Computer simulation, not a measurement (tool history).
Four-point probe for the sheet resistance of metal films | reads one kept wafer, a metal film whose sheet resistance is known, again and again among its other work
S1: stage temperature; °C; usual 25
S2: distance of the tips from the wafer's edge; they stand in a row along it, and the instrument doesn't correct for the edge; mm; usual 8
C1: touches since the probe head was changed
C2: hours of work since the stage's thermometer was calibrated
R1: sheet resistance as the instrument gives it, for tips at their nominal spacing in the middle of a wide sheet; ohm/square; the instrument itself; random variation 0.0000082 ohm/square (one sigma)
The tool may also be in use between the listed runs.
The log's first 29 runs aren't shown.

run	hour	S1	S2	C1	C2	R1
30	807.3	28	4	30175	157	0.042172
31	840.5	21	16	30656	175	0.040456
32	876.7	24	11	31181	195	0.040534
33	916.5	21	11	31758	216	0.040586
34	956.1	29	9	32333	237	0.040511
35	985.8	29	9	32764	253	0.040521
36	1012.1	29	9	33145	267	0.040530
37	1041.2	29	9	33567	283	0.040526
38	1080.8	19	10	34142	304	0.040729
39	1104.2	28	8	34480	317	0.040659
40	1136.8	28	8	34954	334	0.040660
41	1155.9	34	7	35231	344	0.040654
42	1193.7	34	22	35779	365	0.040045
43	1222.6	24	4	36198	380	0.042312
44	1254.8	25	14	36666	397	0.040385
45	1283.7	28	21	37085	413	0.040200

4 ways to go on from here, each from the tool as it stands after run 45. What would each give?
A	1303.0	30	4	37365	423	?
B	1303.0	20	3	37365	423	?
C	1303.0	25	34	37365	423	?
D	1303.0	23	21	37365	423	?

run	R1
A	0.042129
B	0.043864
C	0.040240
D	0.040353
Without the tool's hidden state the same runs would have given:
run	R1
A	0.042164
B	0.043901
C	0.040273
D	0.040387

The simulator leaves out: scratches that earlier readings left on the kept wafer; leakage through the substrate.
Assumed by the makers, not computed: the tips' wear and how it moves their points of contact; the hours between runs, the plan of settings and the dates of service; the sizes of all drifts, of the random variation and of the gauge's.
